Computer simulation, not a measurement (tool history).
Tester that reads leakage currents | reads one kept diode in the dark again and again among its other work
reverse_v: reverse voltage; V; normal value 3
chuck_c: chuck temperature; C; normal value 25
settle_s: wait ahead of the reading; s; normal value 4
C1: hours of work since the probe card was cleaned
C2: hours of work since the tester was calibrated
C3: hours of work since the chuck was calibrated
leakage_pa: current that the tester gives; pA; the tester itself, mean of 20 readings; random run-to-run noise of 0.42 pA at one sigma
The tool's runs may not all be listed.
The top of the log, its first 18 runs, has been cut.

Run 19, hour 497.8: usual settings but settle_s 1.41 s; C1 935; C2 1292; C3 1263. Result: leakage_pa 131.78 pA.
Run 20, hour 520.7: usual settings but settle_s 1.41 s; C1 947; C2 1304; C3 1275. Result: leakage_pa 131.25 pA.
Run 21, hour 551.5: usual settings but reverse_v 14.31 V, chuck_c 35 C, settle_s 0.55 s; C1 964; C2 1321; C3 1292. Result: leakage_pa 723.77 pA.
Run 22, hour 584.9: usual settings but reverse_v 14.31 V, chuck_c 35 C, settle_s 0.55 s; C1 982; C2 1339; C3 1310. Result: leakage_pa 719.38 pA.
Run 23, hour 602.7: usual settings but reverse_v 14.31 V, chuck_c 35 C, settle_s 3 s; C1 991; C2 1348; C3 1319. Result: leakage_pa 719.19 pA.
Run 24, hour 638.8: usual settings but reverse_v 1.19 V, chuck_c 32 C, settle_s 1.03 s; C1 1011; C2 1367; C3 1339. Result: leakage_pa 135.94 pA.
Run 25, hour 662.6: usual settings but reverse_v 2.76 V, chuck_c 32 C, settle_s 4.56 s; C1 1023; C2 1380; C3 1351. Result: leakage_pa 220.05 pA.
Run 26, hour 693.8: usual settings but reverse_v 2.76 V, chuck_c 40 C, settle_s 0.5 s; C1 1040; C2 1397; C3 1368. Result: leakage_pa 409.09 pA.
Run 27, hour 711.9: usual settings but reverse_v 2.76 V, chuck_c 21 C, settle_s 0.5 s; C1 1050; C2 1406; C3 1378. Result: leakage_pa 90.2 pA.
Run 28, hour 736.7: usual settings but reverse_v 2.86 V, chuck_c 56 C, settle_s 0.34 s; C1 1063; C2 1420; C3 1391. Result: leakage_pa 1325.64 pA.
Run 29, hour 758.3: usual settings but reverse_v 2.86 V, chuck_c 56 C, settle_s 0.34 s; C1 1075; C2 1431; C3 1403. Result: leakage_pa 1317.61 pA.
Run 30, hour 776.8: usual settings but reverse_v 6.04 V, chuck_c 23 C, settle_s 7.14 s; C1 1084; C2 1441; C3 1412. Result: leakage_pa 167.65 pA.
Run 31, hour 795.6: usual settings but reverse_v 5.68 V, chuck_c 42 C, settle_s 1.33 s; C1 1094; C2 1451; C3 1422. Result: leakage_pa 720.28 pA.
Run 32, hour 826.5: usual settings but reverse_v 2.33 V, chuck_c 46 C, settle_s 5.8 s; C1 1111; C2 1468; C3 1439. Result: leakage_pa 574.31 pA.
Run 33, hour 844.8: usual settings but reverse_v 2.33 V, chuck_c 46 C, settle_s 5.8 s; C1 1121; C2 1478; C3 1449. Result: leakage_pa 577.23 pA.
Run 34, hour 869.5: usual settings but reverse_v 2.33 V, chuck_c 46 C, settle_s 5.8 s; C1 1134; C2 1491; C3 1462. Result: leakage_pa 580.08 pA.
Run 35, hour 906.4: usual settings but reverse_v 2.33 V, chuck_c 46 C, settle_s 5.8 s; C1 1154; C2 1510; C3 1482. Result: leakage_pa 576.27 pA.
Run 36, hour 929.4: usual settings but chuck_c 58 C, settle_s 6.56 s; C1 1166; C2 1523; C3 1494. Result: leakage_pa 1547.49 pA.
Run 37, hour 956.2: usual settings but reverse_v 5.97 V, chuck_c 26 C, settle_s 0.32 s; C1 1180; C2 1537; C3 1508. Result: leakage_pa 212.39 pA.
Run 38, hour 992.8: usual settings but reverse_v 17.8 V, settle_s 0.67 s; C1 1200; C2 1557; C3 1528. Result: leakage_pa 374.38 pA.
Run 39, hour 1020.9: usual settings but reverse_v 1.8 V, settle_s 0.49 s; C1 1215; C2 1572; C3 1543. Result: leakage_pa 97.57 pA.

Here are 4 independent what-if runs from the current tool condition. What would each one return?
Run A, hour 1044.7: usual settings but reverse_v 3.68 V, chuck_c 22 C; C1 1228; C2 1584; C3 1556. Result: leakage_pa ?.
Run B, hour 1044.7: usual settings but chuck_c 35 C, settle_s 0.58 s; C1 1228; C2 1584; C3 1556. Result: leakage_pa ?.
Run C, hour 1044.7: usual settings but reverse_v 11.61 V, chuck_c 39 C, settle_s 6.02 s; C1 1228; C2 1584; C3 1556. Result: leakage_pa ?.
Run D, hour 1044.7: usual settings but reverse_v 2.4 V, chuck_c 51 C; C1 1228; C2 1584; C3 1556. Result: leakage_pa ?.

run  leakage_pa
  A      114.62
  B      289.64
  C      857.99
  D      837.33
What these runs would have given with no unlogged condition in the tool:
run  leakage_pa
  A      121.82
  B      313.32
  C      921.97
  D      904.86
